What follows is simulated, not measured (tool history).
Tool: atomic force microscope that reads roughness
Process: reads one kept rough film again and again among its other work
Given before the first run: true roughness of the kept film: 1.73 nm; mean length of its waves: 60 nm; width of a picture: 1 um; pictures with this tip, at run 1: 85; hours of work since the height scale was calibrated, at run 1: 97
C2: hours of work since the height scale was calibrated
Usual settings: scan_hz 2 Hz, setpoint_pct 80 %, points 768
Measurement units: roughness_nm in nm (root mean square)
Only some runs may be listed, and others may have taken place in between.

{"run": 1, "hour": 0.0, "scan_hz": 2, "setpoint_pct": 80, "points": 768, "pictures with this tip": 85, "C2": 97, "roughness_nm": 1.593}
{"run": 2, "hour": 7.1, "scan_hz": 2, "setpoint_pct": 80, "points": 768, "pictures with this tip": 96, "C2": 101, "roughness_nm": 1.602}
{"run": 3, "hour": 13.6, "scan_hz": 2, "setpoint_pct": 80, "points": 768, "pictures with this tip": 105, "C2": 105, "roughness_nm": 1.607}
{"run": 4, "hour": 24.2, "scan_hz": 2, "setpoint_pct": 80, "points": 768, "pictures with this tip": 121, "C2": 111, "roughness_nm": 1.603}
{"run": 5, "hour": 32.2, "scan_hz": 2, "setpoint_pct": 80, "points": 361, "pictures with this tip": 132, "C2": 116, "roughness_nm": 1.597}
{"run": 6, "hour": 41.9, "scan_hz": 2, "setpoint_pct": 80, "points": 361, "pictures with this tip": 146, "C2": 121, "roughness_nm": 1.612}
{"run": 7, "hour": 47.7, "scan_hz": 2, "setpoint_pct": 80, "points": 361, "pictures with this tip": 154, "C2": 125, "roughness_nm": 1.601}
{"run": 8, "hour": 58.8, "scan_hz": 2, "setpoint_pct": 80, "points": 768, "pictures with this tip": 171, "C2": 131, "roughness_nm": 1.591}
{"run": 9, "hour": 69.1, "scan_hz": 2, "setpoint_pct": 80, "points": 768, "pictures with this tip": 185, "C2": 137, "roughness_nm": 1.598}
{"run": 10, "hour": 75.9, "scan_hz": 2, "setpoint_pct": 80, "points": 768, "pictures with this tip": 195, "C2": 141, "roughness_nm": 1.596}
{"run": 11, "hour": 81.9, "scan_hz": 2, "setpoint_pct": 80, "points": 1024, "pictures with this tip": 204, "C2": 145, "roughness_nm": 1.586}
{"run": 12, "hour": 90.5, "scan_hz": 2, "setpoint_pct": 69, "points": 768, "pictures with this tip": 216, "C2": 150, "roughness_nm": 1.647}
{"run": 13, "hour": 96.7, "scan_hz": 2, "setpoint_pct": 69, "points": 768, "pictures with this tip": 225, "C2": 153, "roughness_nm": 1.65}
{"run": 14, "hour": 105.3, "scan_hz": 2, "setpoint_pct": 69, "points": 768, "pictures with this tip": 238, "C2": 158, "roughness_nm": 1.656}
{"run": 15, "hour": 113.5, "scan_hz": 2, "setpoint_pct": 80, "points": 382, "pictures with this tip": 250, "C2": 163, "roughness_nm": 1.597}
{"run": 16, "hour": 122.9, "scan_hz": 2, "setpoint_pct": 80, "points": 382, "pictures with this tip": 263, "C2": 169, "roughness_nm": 1.587}
{"run": 17, "hour": 129.6, "scan_hz": 2, "setpoint_pct": 80, "points": 382, "pictures with this tip": 273, "C2": 172, "roughness_nm": 1.605}
{"run": 18, "hour": 137.7, "scan_hz": 2, "setpoint_pct": 80, "points": 768, "pictures with this tip": 285, "C2": 177, "roughness_nm": 1.605}
{"run": 19, "hour": 142.4, "scan_hz": 2, "setpoint_pct": 84, "points": 768, "pictures with this tip": 291, "C2": 180, "roughness_nm": 1.578}
{"run": 20, "hour": 151.6, "scan_hz": 2, "setpoint_pct": 80, "points": 547, "pictures with this tip": 305, "C2": 185, "roughness_nm": 1.609}
{"run": 21, "hour": 159.8, "scan_hz": 2, "setpoint_pct": 73, "points": 768, "pictures with this tip": 316, "C2": 190, "roughness_nm": 1.627}
{"run": 22, "hour": 164.9, "scan_hz": 2, "setpoint_pct": 80, "points": 514, "pictures with this tip": 324, "C2": 193, "roughness_nm": 1.595}
{"run": 23, "hour": 170.3, "scan_hz": 2, "setpoint_pct": 80, "points": 514, "pictures with this tip": 332, "C2": 196, "roughness_nm": 1.589}
{"run": 24, "hour": 178.9, "scan_hz": 1.01, "setpoint_pct": 80, "points": 514, "pictures with this tip": 344, "C2": 201, "roughness_nm": 1.645}
{"run": 25, "hour": 189.8, "scan_hz": 1.01, "setpoint_pct": 80, "points": 514, "pictures with this tip": 360, "C2": 208, "roughness_nm": 1.652}
{"run": 26, "hour": 195.1, "scan_hz": 0.58, "setpoint_pct": 80, "points": 768, "pictures with this tip": 368, "C2": 211, "roughness_nm": 1.68}
{"run": 27, "hour": 199.9, "scan_hz": 0.58, "setpoint_pct": 80, "points": 768, "pictures with this tip": 375, "C2": 214, "roughness_nm": 1.658}
{"run": 28, "hour": 207.9, "scan_hz": 3.22, "setpoint_pct": 80, "points": 768, "pictures with this tip": 386, "C2": 218, "roughness_nm": 1.534}
{"hour": 216.4, "done": "new tip fitted"}
{"run": 29, "hour": 217.9, "scan_hz": 0.9, "setpoint_pct": 89, "points": 833, "pictures with this tip": 2, "C2": 224, "roughness_nm": 1.649}
{"run": 30, "hour": 224.1, "scan_hz": 0.9, "setpoint_pct": 89, "points": 833, "pictures with this tip": 11, "C2": 227, "roughness_nm": 1.652}
{"run": 31, "hour": 232.2, "scan_hz": 0.9, "setpoint_pct": 80, "points": 357, "pictures with this tip": 22, "C2": 232, "roughness_nm": 1.663}
{"run": 32, "hour": 240.0, "scan_hz": 1.02, "setpoint_pct": 80, "points": 510, "pictures with this tip": 34, "C2": 237, "roughness_nm": 1.654}
{"run": 33, "hour": 249.8, "scan_hz": 1.02, "setpoint_pct": 80, "points": 388, "pictures with this tip": 48, "C2": 242, "roughness_nm": 1.647}
{"run": 34, "hour": 255.6, "scan_hz": 3.77, "setpoint_pct": 84, "points": 399, "pictures with this tip": 56, "C2": 246, "roughness_nm": 1.47}
{"run": 35, "hour": 266.1, "scan_hz": 3.77, "setpoint_pct": 84, "points": 399, "pictures with this tip": 71, "C2": 252, "roughness_nm": 1.482}
{"run": 36, "hour": 270.8, "scan_hz": 2.33, "setpoint_pct": 84, "points": 399, "pictures with this tip": 78, "C2": 255, "roughness_nm": 1.565}
{"run": 37, "hour": 275.8, "scan_hz": 2.75, "setpoint_pct": 66, "points": 768, "pictures with this tip": 86, "C2": 258, "roughness_nm": 1.639}
{"run": 38, "hour": 282.5, "scan_hz": 2.75, "setpoint_pct": 66, "points": 608, "pictures with this tip": 95, "C2": 261, "roughness_nm": 1.637}
{"run": 39, "hour": 289.3, "scan_hz": 2.75, "setpoint_pct": 66, "points": 608, "pictures with this tip": 105, "C2": 265, "roughness_nm": 1.646}
{"run": 40, "hour": 299.6, "scan_hz": 3.2, "setpoint_pct": 73, "points": 986, "pictures with this tip": 120, "C2": 271, "roughness_nm": 1.596}
{"run": 41, "hour": 308.7, "scan_hz": 2, "setpoint_pct": 81, "points": 438, "pictures with this tip": 133, "C2": 277, "roughness_nm": 1.597}
{"run": 42, "hour": 315.1, "scan_hz": 1.08, "setpoint_pct": 57, "points": 768, "pictures with this tip": 142, "C2": 280, "roughness_nm": 1.69}
{"run": 43, "hour": 321.6, "scan_hz": 3.13, "setpoint_pct": 84, "points": 658, "pictures with this tip": 152, "C2": 284, "roughness_nm": 1.512}
{"run": 44, "hour": 332.3, "scan_hz": 0.61, "setpoint_pct": 59, "points": 757, "pictures with this tip": 167, "C2": 290, "roughness_nm": 1.702}
{"run": 45, "hour": 341.0, "scan_hz": 0.6, "setpoint_pct": 87, "points": 663, "pictures with this tip": 180, "C2": 296, "roughness_nm": 1.662}
{"run": 46, "hour": 351.2, "scan_hz": 0.77, "setpoint_pct": 56, "points": 670, "pictures with this tip": 195, "C2": 302, "roughness_nm": 1.709}
{"run": 47, "hour": 358.9, "scan_hz": 0.88, "setpoint_pct": 80, "points": 768, "pictures with this tip": 206, "C2": 306, "roughness_nm": 1.651}
{"run": 48, "hour": 369.5, "scan_hz": 1.2, "setpoint_pct": 85, "points": 702, "pictures with this tip": 221, "C2": 312, "roughness_nm": 1.623}
{"run": 49, "hour": 374.9, "scan_hz": 1.2, "setpoint_pct": 85, "points": 702, "pictures with this tip": 229, "C2": 315, "roughness_nm": 1.62}
{"run": 50, "hour": 384.7, "scan_hz": 0.9, "setpoint_pct": 60, "points": 768, "pictures with this tip": 243, "C2": 321, "roughness_nm": 1.694}
{"run": 51, "hour": 391.8, "scan_hz": 0.91, "setpoint_pct": 84, "points": 1015, "pictures with this tip": 253, "C2": 325, "roughness_nm": 1.651}
{"run": 52, "hour": 399.4, "scan_hz": 2, "setpoint_pct": 63, "points": 768, "pictures with this tip": 264, "C2": 330, "roughness_nm": 1.666}
{"run": 53, "hour": 404.7, "scan_hz": 2.06, "setpoint_pct": 63, "points": 457, "pictures with this tip": 272, "C2": 333, "roughness_nm": 1.655}

Here are 4 independent what-if runs from the current tool condition. What would each one return?
{"run": "A", "hour": 409.8, "scan_hz": 0.79, "setpoint_pct": 72, "points": 773, "pictures with this tip": 279, "C2": 336, "roughness_nm": "?"}
{"run": "B", "hour": 409.8, "scan_hz": 2.06, "setpoint_pct": 60, "points": 457, "pictures with this tip": 279, "C2": 336, "roughness_nm": "?"}
{"run": "C", "hour": 409.8, "scan_hz": 0.63, "setpoint_pct": 56, "points": 258, "pictures with this tip": 279, "C2": 336, "roughness_nm": "?"}
{"run": "D", "hour": 409.8, "scan_hz": 2.06, "setpoint_pct": 82, "points": 662, "pictures with this tip": 279, "C2": 336, "roughness_nm": "?"}

run=A roughness_nm=1.682
run=B roughness_nm=1.656
run=C roughness_nm=1.692
run=D roughness_nm=1.589
Without the tool's hidden state the same runs would have given:
run=A roughness_nm=1.684
run=B roughness_nm=1.659
run=C roughness_nm=1.695
run=D roughness_nm=1.591

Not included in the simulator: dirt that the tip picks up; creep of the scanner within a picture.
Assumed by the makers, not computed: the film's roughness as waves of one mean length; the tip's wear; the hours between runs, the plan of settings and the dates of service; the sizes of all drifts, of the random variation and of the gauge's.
